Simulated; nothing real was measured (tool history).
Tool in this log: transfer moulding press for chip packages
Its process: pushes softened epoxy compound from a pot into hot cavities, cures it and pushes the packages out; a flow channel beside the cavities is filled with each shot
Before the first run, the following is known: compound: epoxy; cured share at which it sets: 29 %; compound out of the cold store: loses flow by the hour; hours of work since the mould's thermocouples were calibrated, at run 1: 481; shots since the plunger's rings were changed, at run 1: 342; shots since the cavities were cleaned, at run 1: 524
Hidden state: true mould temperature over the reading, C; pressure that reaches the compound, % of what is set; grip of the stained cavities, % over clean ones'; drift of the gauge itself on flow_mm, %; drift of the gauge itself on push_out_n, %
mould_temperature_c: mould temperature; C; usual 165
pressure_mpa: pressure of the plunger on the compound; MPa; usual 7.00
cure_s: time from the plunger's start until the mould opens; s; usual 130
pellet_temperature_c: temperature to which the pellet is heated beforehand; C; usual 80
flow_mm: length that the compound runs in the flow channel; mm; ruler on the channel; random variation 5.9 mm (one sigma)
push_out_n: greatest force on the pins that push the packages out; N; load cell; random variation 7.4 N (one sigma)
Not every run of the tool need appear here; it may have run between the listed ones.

run    hour  mould_temperature_c  pressure_mpa  cure_s  pellet_temperature_c  hours of work since the mould's thermocouples were calibrated  shots since the plunger's rings were changed  shots since the cavities were cleaned  incoming compound's hours out of the cold store  flow_mm  push_out_n
  1     0.0                  165          7.00     130                    80                                                            481                                           342                                    524                                             18.5      644         400
       23.3  -- cavities cleaned with cleaning compound and waxed
  2    37.8                  165          7.00     130                    80                                                            505                                           696                                    142                                             47.0      540         318
  3    79.4                  165          7.00     130                    80                                                            532                                          1102                                    548                                             22.4      631         393
      102.3  -- cavities cleaned with cleaning compound and waxed
  4   121.5                  165          7.00     130                    80                                                            559                                          1497                                    187                                             12.2      670         360
  5   155.6                  165          7.00     130                    80                                                            581                                          1830                                    520                                             20.9      632         406
  6   177.3                  165          7.00     130                    80                                                            596                                          2041                                    731                                             15.1      646         395
      182.9  -- cavities cleaned with cleaning compound and waxed
      198.5  -- mould's thermocouples calibrated
  7   226.3                  157          7.00     130                    80                                                             18                                          2485                                    404                                             22.6      662         630
      261.6  -- cavities cleaned with cleaning compound and waxed
  8   268.0                  165          7.00     130                    80                                                             45                                          2876                                     62                                             11.6      656         343
  9   300.5                  165          7.00     130                    80                                                             66                                          3194                                    380                                             24.4      603         371
      339.5  -- cavities cleaned with cleaning compound and waxed
 10   351.9                  172          7.00     130                    80                                                             99                                          3680                                    121                                             39.7      519         298
 11   385.6                  165          7.00     130                    80                                                            121                                          4008                                    449                                             10.7      666         403
      417.1  -- cavities cleaned with cleaning compound and waxed
 12   426.0                  165          7.00     130                    80                                                            147                                          4388                                     87                                              8.9      666         349
 13   474.6                  165          6.63     130                    80                                                            179                                          4861                                    560                                             11.5      630         416
      495.7  -- cavities cleaned with cleaning compound and waxed
 14   512.0                  165          6.63     130                    80                                                            202                                          5212                                    159                                              8.2      631         363
 15   549.6                  161          7.14     130                    80                                                            227                                          5578                                    525                                             15.6      657         488
      576.1  -- cavities cleaned with cleaning compound and waxed
 16   591.5                  165          7.00     156                    84                                                            254                                          5972                                    151                                             10.0      650         318
      606.6  -- plunger's sealing rings changed
 17   635.0                  165          7.00     156                    84                                                            281                                           277                                    550                                             37.1      586         359
      657.3  -- cavities cleaned with cleaning compound and waxed
 18   676.4                  168          6.14     130                    88                                                            307                                           666                                    186                                             22.3      582         321
 19   711.0                  165          6.53     130                    83                                                            330                                          1003                                    523                                             43.2      528         375
      738.0  -- cavities cleaned with cleaning compound and waxed
 20   754.9                  165          8.05     139                    71                                                            358                                          1418                                    165                                             16.7      709         321
 21   804.3                  159          5.29     168                    87                                                            390                                          1899                                    646                                             11.9      605         384
      817.5  -- cavities cleaned with cleaning compound and waxed
 22   844.6                  159          5.29     168                    87                                                            416                                          2277                                    264                                              8.4      625         351
 23   866.5                  165          7.00     115                    80                                                            430                                          2490                                    477                                             24.9      613         436
      895.4  -- cavities cleaned with cleaning compound and waxed
 24   895.4                  165          7.00     115                    80                                                            448                                          2758                                      0                                             14.9      652         354
 25   927.9                  165          6.02     115                    84                                                            470                                          3074                                    316                                             16.6      591         420
      972.1  -- cavities cleaned with cleaning compound and waxed
 26   975.8                  167          7.00     130                    87                                                            500                                          3527                                     36                                             29.7      573         299
 27  1013.9                  159          8.20     148                    83                                                            525                                          3898                                    407                                             19.2      700         422

3 ways to go on from here, each from the tool as it stands after run 27. What would each give?
  A  1039.7                  161          8.20     148                    83                                                            542                                          4150                                    659                                             24.5        ?           ?
  B  1039.7                  170          7.82     130                    80                                                            542                                          4150                                    659                                             18.6        ?           ?
  C  1039.7                  166          7.00     131                    80                                                            542                                          4150                                    659                                             46.6        ?           ?

run  flow_mm  push_out_n
  A      654         402
  B      638         377
  C      517         383
Take away the tool's hidden state, keep each run's random variation, and the runs would have read:
run  flow_mm  push_out_n
  A      690         314
  B      671         291
  C      544         297
